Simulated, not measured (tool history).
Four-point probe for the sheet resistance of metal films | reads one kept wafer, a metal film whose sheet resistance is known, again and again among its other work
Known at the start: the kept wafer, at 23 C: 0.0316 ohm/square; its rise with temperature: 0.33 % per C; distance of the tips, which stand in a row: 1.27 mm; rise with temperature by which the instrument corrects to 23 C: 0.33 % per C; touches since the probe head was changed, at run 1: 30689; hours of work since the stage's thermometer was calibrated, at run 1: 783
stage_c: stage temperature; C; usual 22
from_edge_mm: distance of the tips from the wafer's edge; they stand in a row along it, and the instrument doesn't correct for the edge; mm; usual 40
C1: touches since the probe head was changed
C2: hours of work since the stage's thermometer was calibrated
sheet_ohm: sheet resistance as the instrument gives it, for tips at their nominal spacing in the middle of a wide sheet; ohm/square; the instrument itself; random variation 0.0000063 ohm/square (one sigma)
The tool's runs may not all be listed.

Run 1, hour 0: usual settings; C1 30689; C2 783. Result: sheet_ohm 0.031661 ohm/square.
Run 2, hour 60: usual settings; C1 31406; C2 815. Result: sheet_ohm 0.031671 ohm/square.
Run 3, hour 124.6: usual settings; C1 32178; C2 850. Result: sheet_ohm 0.031655 ohm/square.
Run 4, hour 172.1: usual settings; C1 32745; C2 875. Result: sheet_ohm 0.031655 ohm/square.
Run 5, hour 215.2: usual settings; C1 33259; C2 898. Result: sheet_ohm 0.031661 ohm/square.
Run 6, hour 271.5: usual settings; C1 33931; C2 929. Result: sheet_ohm 0.031663 ohm/square.
Run 7, hour 337.8: usual settings; C1 34724; C2 965. Result: sheet_ohm 0.03165 ohm/square.
Run 8, hour 378.2: usual settings but from_edge_mm 3 mm; C1 35206; C2 986. Result: sheet_ohm 0.0344 ohm/square.
Run 9, hour 410.3: usual settings but from_edge_mm 3 mm; C1 35590; C2 1004. Result: sheet_ohm 0.034408 ohm/square.
Run 10, hour 444.2: usual settings but from_edge_mm 3 mm; C1 35994; C2 1022. Result: sheet_ohm 0.034394 ohm/square.
Run 11, hour 514.4: usual settings but from_edge_mm 6 mm; C1 36834; C2 1060. Result: sheet_ohm 0.032377 ohm/square.
Run 12, hour 555.3: usual settings; C1 37321; C2 1082. Result: sheet_ohm 0.031647 ohm/square.
Run 13, hour 587.7: usual settings; C1 37709; C2 1099. Result: sheet_ohm 0.031646 ohm/square.
Run 14, hour 644.2: usual settings; C1 38383; C2 1130. Result: sheet_ohm 0.031654 ohm/square.
Run 15, hour 710.1: usual settings but from_edge_mm 14 mm; C1 39171; C2 1165. Result: sheet_ohm 0.031763 ohm/square.
Run 16, hour 748.4: usual settings; C1 39628; C2 1186. Result: sheet_ohm 0.031641 ohm/square.
Run 17, hour 805.5: usual settings; C1 40309; C2 1217. Result: sheet_ohm 0.031644 ohm/square.
Run 18, hour 862.9: usual settings; C1 40995; C2 1248. Result: sheet_ohm 0.031647 ohm/square.
Run 19, hour 896.5: usual settings; C1 41397; C2 1266. Result: sheet_ohm 0.031649 ohm/square.
Run 20, hour 960.6: usual settings; C1 42163; C2 1300. Result: sheet_ohm 0.031642 ohm/square.
Run 21, hour 1020.4: usual settings but from_edge_mm 17 mm; C1 42876; C2 1332. Result: sheet_ohm 0.031722 ohm/square.
Run 22, hour 1067.3: usual settings but stage_c 29 C, from_edge_mm 19 mm; C1 43436; C2 1358. Result: sheet_ohm 0.031694 ohm/square.
At hour 1073.3: stage's thermometer calibrated.
Run 23, hour 1140.2: usual settings but stage_c 29 C, from_edge_mm 19 mm; C1 44301; C2 36. Result: sheet_ohm 0.031699 ohm/square.
Run 24, hour 1187.1: usual settings but stage_c 29 C, from_edge_mm 19 mm; C1 44861; C2 61. Result: sheet_ohm 0.031693 ohm/square.
Run 25, hour 1239.5: usual settings but stage_c 29 C, from_edge_mm 19 mm; C1 45487; C2 90. Result: sheet_ohm 0.031686 ohm/square.
Run 26, hour 1277.2: usual settings but stage_c 29 C, from_edge_mm 19 mm; C1 45937; C2 110. Result: sheet_ohm 0.031687 ohm/square.
Run 27, hour 1338.4: usual settings but stage_c 31 C, from_edge_mm 7 mm; C1 46669; C2 143. Result: sheet_ohm 0.032159 ohm/square.
Run 28, hour 1371.2: usual settings but stage_c 21 C, from_edge_mm 10 mm; C1 47060; C2 160. Result: sheet_ohm 0.031886 ohm/square.
Run 29, hour 1432.5: usual settings but stage_c 18 C, from_edge_mm 5 mm; C1 47792; C2 194. Result: sheet_ohm 0.03265 ohm/square.
At hour 1453.9: stage's thermometer calibrated, once more.
Run 30, hour 1464: usual settings but stage_c 20 C, from_edge_mm 65 mm; C1 48163; C2 5. Result: sheet_ohm 0.031655 ohm/square.
Run 31, hour 1530.2: usual settings but stage_c 20 C, from_edge_mm 58 mm; C1 48953; C2 41. Result: sheet_ohm 0.031647 ohm/square.
Run 32, hour 1571.5: usual settings but stage_c 21 C, from_edge_mm 3 mm; C1 49446; C2 63. Result: sheet_ohm 0.034397 ohm/square.
Run 33, hour 1629.8: usual settings but stage_c 19 C, from_edge_mm 14 mm; C1 50142; C2 95. Result: sheet_ohm 0.031779 ohm/square.
Run 34, hour 1664.5: usual settings but stage_c 19 C; C1 50557; C2 113. Result: sheet_ohm 0.031655 ohm/square.
Run 35, hour 1708.2: usual settings but stage_c 19 C, from_edge_mm 56 mm; C1 51079; C2 137. Result: sheet_ohm 0.031647 ohm/square.
Run 36, hour 1769.6: usual settings but stage_c 19 C, from_edge_mm 56 mm; C1 51813; C2 170. Result: sheet_ohm 0.03166 ohm/square.
Run 37, hour 1803.5: usual settings but stage_c 19 C, from_edge_mm 56 mm; C1 52218; C2 188. Result: sheet_ohm 0.031643 ohm/square.
Run 38, hour 1849.9: usual settings but stage_c 19 C, from_edge_mm 56 mm; C1 52771; C2 213. Result: sheet_ohm 0.03164 ohm/square.
Run 39, hour 1912.4: usual settings but stage_c 18 C; C1 53518; C2 247. Result: sheet_ohm 0.03165 ohm/square.
Run 40, hour 1953.4: usual settings but stage_c 18 C; C1 54007; C2 269. Result: sheet_ohm 0.031649 ohm/square.
Run 41, hour 2028.2: usual settings but stage_c 32 C, from_edge_mm 21 mm; C1 54900; C2 309. Result: sheet_ohm 0.031714 ohm/square.
Run 42, hour 2101.6: usual settings but stage_c 28 C, from_edge_mm 70 mm; C1 55778; C2 349. Result: sheet_ohm 0.031638 ohm/square.

Forecast each of these 5 alternatives for the next run:
Run A, hour 2165.1: usual settings but stage_c 32 C, from_edge_mm 70 mm; C1 56536; C2 383. Result: sheet_ohm ?.
Run B, hour 2165.1: usual settings but stage_c 26 C, from_edge_mm 46 mm; C1 56536; C2 383. Result: sheet_ohm ?.
Run C, hour 2165.1: usual settings but stage_c 23 C, from_edge_mm 6 mm; C1 56536; C2 383. Result: sheet_ohm ?.
Run D, hour 2165.1: usual settings but stage_c 33 C, from_edge_mm 24 mm; C1 56536; C2 383. Result: sheet_ohm ?.
Run E, hour 2165.1: usual settings but from_edge_mm 15 mm; C1 56536; C2 383. Result: sheet_ohm ?.

run  sheet_ohm
  A   0.031647
  B   0.031652
  C   0.032376
  D   0.031681
  E   0.031759
Without the tool's hidden state the same runs would have given:
run  sheet_ohm
  A   0.031617
  B   0.031622
  C   0.032346
  D   0.031651
  E   0.031729
